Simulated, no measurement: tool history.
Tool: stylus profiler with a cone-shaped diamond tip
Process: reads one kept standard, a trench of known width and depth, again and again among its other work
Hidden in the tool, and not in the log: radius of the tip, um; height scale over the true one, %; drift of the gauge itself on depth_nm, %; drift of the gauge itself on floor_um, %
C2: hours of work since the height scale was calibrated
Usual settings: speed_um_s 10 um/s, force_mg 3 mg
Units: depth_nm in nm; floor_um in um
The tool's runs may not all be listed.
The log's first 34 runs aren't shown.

{"run": 35, "day": 121.5, "speed_um_s": 3, "force_mg": 2.94, "scans with this tip": 14465, "C2": 1112, "depth_nm": 501.18, "floor_um": 25.49}
{"run": 36, "day": 123.721, "speed_um_s": 3, "force_mg": 8.31, "scans with this tip": 14924, "C2": 1147, "depth_nm": 504.24, "floor_um": 25.46}
{"run": 37, "day": 128.512, "speed_um_s": 20, "force_mg": 5.03, "scans with this tip": 15914, "C2": 1224, "depth_nm": 502.52, "floor_um": 25.23}
{"run": 38, "day": 130.596, "speed_um_s": 20, "force_mg": 5.03, "scans with this tip": 16344, "C2": 1257, "depth_nm": 502.32, "floor_um": 25.29}
{"run": 39, "day": 135.1, "speed_um_s": 20, "force_mg": 5.03, "scans with this tip": 17276, "C2": 1328, "depth_nm": 502.09, "floor_um": 25.23}
{"run": 40, "day": 139.308, "speed_um_s": 4, "force_mg": 4.81, "scans with this tip": 18145, "C2": 1395, "depth_nm": 502.15, "floor_um": 25.18}
{"run": 41, "day": 142.812, "speed_um_s": 37, "force_mg": 2.62, "scans with this tip": 18869, "C2": 1451, "depth_nm": 500.32, "floor_um": 24.96}
{"run": 42, "day": 146.329, "speed_um_s": 19, "force_mg": 3, "scans with this tip": 19596, "C2": 1507, "depth_nm": 500.85, "floor_um": 24.98}
{"run": 43, "day": 148.458, "speed_um_s": 4, "force_mg": 1.67, "scans with this tip": 20036, "C2": 1540, "depth_nm": 499.58, "floor_um": 25.06}
{"run": 44, "day": 151.921, "speed_um_s": 35, "force_mg": 4.39, "scans with this tip": 20752, "C2": 1595, "depth_nm": 501.34, "floor_um": 24.8}
{"run": 45, "day": 156.933, "speed_um_s": 36, "force_mg": 1.3, "scans with this tip": 21788, "C2": 1675, "depth_nm": 499.2, "floor_um": 24.62}

Forecast each of these 3 alternatives for the next run:
{"run": "A", "day": 160.467, "speed_um_s": 2, "force_mg": 2.9, "scans with this tip": 22518, "C2": 1731, "depth_nm": "?", "floor_um": "?"}
{"run": "B", "day": 160.467, "speed_um_s": 2, "force_mg": 1.05, "scans with this tip": 22518, "C2": 1731, "depth_nm": "?", "floor_um": "?"}
{"run": "C", "day": 160.467, "speed_um_s": 24, "force_mg": 3.49, "scans with this tip": 22518, "C2": 1731, "depth_nm": "?", "floor_um": "?"}

run=A depth_nm=500.08 floor_um=24.92
run=B depth_nm=499.1 floor_um=24.85
run=C depth_nm=500.79 floor_um=24.79
Without the tool's hidden state the same runs would have given:
run=A depth_nm=502.76 floor_um=27.04
run=B depth_nm=501.77 floor_um=26.97
run=C depth_nm=503.47 floor_um=26.9
